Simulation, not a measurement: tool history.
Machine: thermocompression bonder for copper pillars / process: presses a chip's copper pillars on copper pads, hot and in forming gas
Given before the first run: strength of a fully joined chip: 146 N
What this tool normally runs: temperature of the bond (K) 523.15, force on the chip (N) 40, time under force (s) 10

run,hour,temperature of the bond (K),force on the chip (N),time under force (s),force that shears a chip off (N)
1,0.0,523.15,40,10,86.8
2,52.4,523.15,40,10,86.7
3,94.1,523.15,40,10,85.5
4,127.7,523.15,40,13,94.6
5,162.5,523.15,40,13,92.2
6,211.0,502.15,40,10,65.3
7,241.1,502.15,40,10,64.3
# hour 248.7: forming gas filter changed
8,269.9,523.15,55,11,106.6
9,294.7,505.15,36,8,56.5
10,318.5,505.15,36,8,55.7
11,367.0,547.15,40,10,107.7
12,413.0,523.15,40,19,103.6
13,454.3,523.15,40,19,100.9

Each row is a separate what-if for the run after 13, all from the same tool condition, not one after another. Results?
A,487.0,512.15,31,10,?
B,487.0,527.15,56,7,?
C,487.0,516.15,28,23,?
D,487.0,536.15,40,10,?

run,force that shears a chip off (N)
A,57.4
B,98.4
C,76.9
D,94.9
Stripped of hidden state, with their random variation kept, the same runs would have yielded:
run,force that shears a chip off (N)
A,62.5
B,104.6
C,82.9
D,101.0

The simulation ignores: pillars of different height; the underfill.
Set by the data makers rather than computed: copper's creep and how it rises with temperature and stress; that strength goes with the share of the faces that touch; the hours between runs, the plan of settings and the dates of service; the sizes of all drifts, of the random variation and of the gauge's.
